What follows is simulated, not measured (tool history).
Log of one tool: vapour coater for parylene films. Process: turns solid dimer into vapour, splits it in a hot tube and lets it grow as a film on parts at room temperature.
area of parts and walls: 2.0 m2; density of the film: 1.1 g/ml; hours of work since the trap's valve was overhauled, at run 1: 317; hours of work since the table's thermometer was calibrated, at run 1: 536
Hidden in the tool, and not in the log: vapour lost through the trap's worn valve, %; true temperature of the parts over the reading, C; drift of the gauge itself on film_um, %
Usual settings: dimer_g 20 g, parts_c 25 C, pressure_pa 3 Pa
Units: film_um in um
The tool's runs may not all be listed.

run     day  dimer_g  parts_c  pressure_pa  hours of work since the trap's valve was overhauled  hours of work since the table's thermometer was calibrated  film_um
  1       0       20       25            3                                                  317                                                         536     5.97
  2     2.8       20       27            3                                                  353                                                         572     5.36
  3   5.629       20       27            3                                                  389                                                         608     5.35
  4   7.588       20       25            3                                                  414                                                         633     5.86
  5   9.675       20       25            3                                                  441                                                         660      5.8
     12.162  -- trap's valve overhauled
  6  12.962       20       25        10.47                                                   10                                                         700     5.18
  7  15.567       20       31            3                                                   44                                                         734     4.61
  8  18.262       20       31            3                                                   79                                                         769     4.57
  9  20.104       20       25            3                                                  102                                                         792     6.18
 10  22.725       20       25         2.22                                                  136                                                         826     6.39
 11  25.138       20       25            3                                                  167                                                         857     6.13
 12  27.162       20       25            3                                                  193                                                         883     6.11
 13  29.733       20       25            3                                                  226                                                         916     6.02
 14  31.104       20       25            7                                                  244                                                         934     5.32
 15  34.092       20       25            7                                                  282                                                         972     5.34
 16  36.233       20       25            7                                                  310                                                        1000     5.23
 17   37.95       20       25            7                                                  332                                                        1022     5.23
 18  39.258       20       25            7                                                  349                                                        1039     5.23
 19  41.233       20       25         3.76                                                  374                                                        1064     5.72
 20  43.271       15       20         3.76                                                  400                                                        1090     5.49
 21  44.612       10       20         4.22                                                  418                                                        1108      3.6
 22  46.379       20       25         4.92                                                  440                                                        1130     5.46
     49.133  -- trap's valve overhauled
 23  49.438       20       25         4.92                                                    4                                                        1168     5.88
 24  51.867       20       25         4.92                                                   35                                                        1199     5.85
 25  54.021       11       25         4.83                                                   63                                                        1227     3.21
 26  55.683       20       26         3.59                                                   84                                                        1248     5.81
 27  58.188       17       21         5.62                                                  117                                                        1280      5.9
 28  60.692       27       22         4.78                                                  149                                                        1312     9.04
 29  63.654       20       26            3                                                  187                                                        1351     5.84
 30  66.067       20       25         2.13                                                  218                                                        1382     6.45

Forecast each of these 4 alternatives for the next run:
  A  68.171       20       32         7.06                                                  245                                                        1409        ?
  B  68.171       20       18         2.13                                                  245                                                        1409        ?
  C  68.171        8       19         8.83                                                  245                                                        1409        ?
  D  68.171       18       25         6.39                                                  245                                                        1409        ?

run  film_um
  A      3.8
  B     8.52
  C      2.8
  D     4.91
Without the tool's hidden state the same runs would have given:
run  film_um
  A     3.87
  B      8.9
  C     2.85
  D        5

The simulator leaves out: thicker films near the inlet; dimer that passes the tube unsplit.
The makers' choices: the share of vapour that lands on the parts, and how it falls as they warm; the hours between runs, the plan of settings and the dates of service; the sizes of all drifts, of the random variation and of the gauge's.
